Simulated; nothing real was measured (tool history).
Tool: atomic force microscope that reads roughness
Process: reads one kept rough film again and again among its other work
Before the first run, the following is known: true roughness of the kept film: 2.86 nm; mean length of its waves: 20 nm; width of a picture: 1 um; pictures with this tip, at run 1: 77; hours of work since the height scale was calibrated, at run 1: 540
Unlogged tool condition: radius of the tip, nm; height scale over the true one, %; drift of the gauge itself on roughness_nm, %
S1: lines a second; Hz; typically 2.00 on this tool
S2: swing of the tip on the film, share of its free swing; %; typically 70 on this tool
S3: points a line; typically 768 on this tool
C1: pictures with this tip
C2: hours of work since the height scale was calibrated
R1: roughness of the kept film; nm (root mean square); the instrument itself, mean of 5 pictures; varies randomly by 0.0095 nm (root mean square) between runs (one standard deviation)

run	hour	S1	S2	S3	C1	C2	R1
1	0.0	2.00	70	768	77	540	2.149
# hour 19.0: new tip fitted
2	20.7	0.59	70	768	3	552	2.191
3	46.0	0.59	70	768	41	568	2.195
4	64.3	0.59	70	768	68	579	2.184
5	80.7	0.59	70	768	93	588	2.207
# hour 87.9: new tip fitted
6	104.0	2.00	70	768	24	602	2.150
7	119.5	2.00	70	768	47	611	2.130
8	137.9	2.00	70	768	74	622	2.123
# hour 157.4: new tip fitted
9	167.9	2.00	70	768	16	640	2.149
10	199.6	2.00	87	352	63	659	2.006
# hour 227.4: new tip fitted
11	231.5	2.00	87	352	6	678	2.008
12	264.7	1.90	80	295	56	697	2.035
13	282.6	3.86	85	912	82	708	1.931
# hour 299.3: new tip fitted
14	313.5	3.99	85	912	22	726	1.929
15	336.8	0.78	70	893	57	740	2.189
16	351.5	0.78	70	893	79	749	2.193
# hour 369.8: new tip fitted
17	379.1	0.75	88	288	14	765	2.086
18	407.6	0.75	55	288	57	782	2.146

5 ways to go on from here, each from the tool as it stands after run 18. What would each give?
A	434.4	2.58	72	374	97	798	?
B	434.4	0.75	55	920	97	798	?
C	434.4	2.39	77	768	97	798	?
D	434.4	0.75	77	288	97	798	?
E	434.4	0.75	71	288	97	798	?

run	R1
A	2.069
B	2.209
C	2.103
D	2.133
E	2.146
Without the tool's hidden state the same runs would have given:
run	R1
A	2.075
B	2.215
C	2.109
D	2.139
E	2.152
